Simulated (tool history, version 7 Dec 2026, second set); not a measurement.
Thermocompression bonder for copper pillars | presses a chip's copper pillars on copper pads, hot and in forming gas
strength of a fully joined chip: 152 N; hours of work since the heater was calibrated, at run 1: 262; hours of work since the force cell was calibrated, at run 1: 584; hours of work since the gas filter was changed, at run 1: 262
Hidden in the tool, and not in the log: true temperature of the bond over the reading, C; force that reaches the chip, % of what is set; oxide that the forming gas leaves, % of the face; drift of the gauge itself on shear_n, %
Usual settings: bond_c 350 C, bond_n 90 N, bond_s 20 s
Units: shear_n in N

run,day,bond_c,bond_n,bond_s,hours of work since the heater was calibrated,hours of work since the force cell was calibrated,hours of work since the gas filter was changed,shear_n
1,0.000,350,90,20,262,584,262,95.4
2,1.317,350,90,20,282,603,282,94.5
3,2.283,350,90,20,296,617,296,95.0
4,4.121,350,90,20,322,644,322,94.8
5,6.138,350,90,20,352,674,352,93.6
6,7.554,350,90,20,372,694,372,93.8
7,8.783,350,90,20,390,712,390,92.9
8,10.575,350,90,20,416,738,416,94.8
9,11.904,375,62,10,436,758,436,77.2
# day 12.321: forming gas filter changed
10,13.925,376,57,25,465,787,23,100.8
11,15.588,360,99,25,489,811,48,111.7
12,17.796,370,57,41,521,843,80,111.3
13,19.096,361,99,20,540,862,99,104.4
14,20.621,361,99,20,562,884,121,104.5

4 ways to go on from here, each from the tool as it stands after run 14. What would each give?
A,22.267,361,73,20,586,908,145,?
B,22.267,361,111,13,586,908,145,?
C,22.267,350,90,54,586,908,145,?
D,22.267,379,128,14,586,908,145,?

run,shear_n
A,94.5
B,98.7
C,120.5
D,116.3
Without the tool's hidden state the same runs would have given:
run,shear_n
A,95.0
B,99.2
C,120.9
D,116.7

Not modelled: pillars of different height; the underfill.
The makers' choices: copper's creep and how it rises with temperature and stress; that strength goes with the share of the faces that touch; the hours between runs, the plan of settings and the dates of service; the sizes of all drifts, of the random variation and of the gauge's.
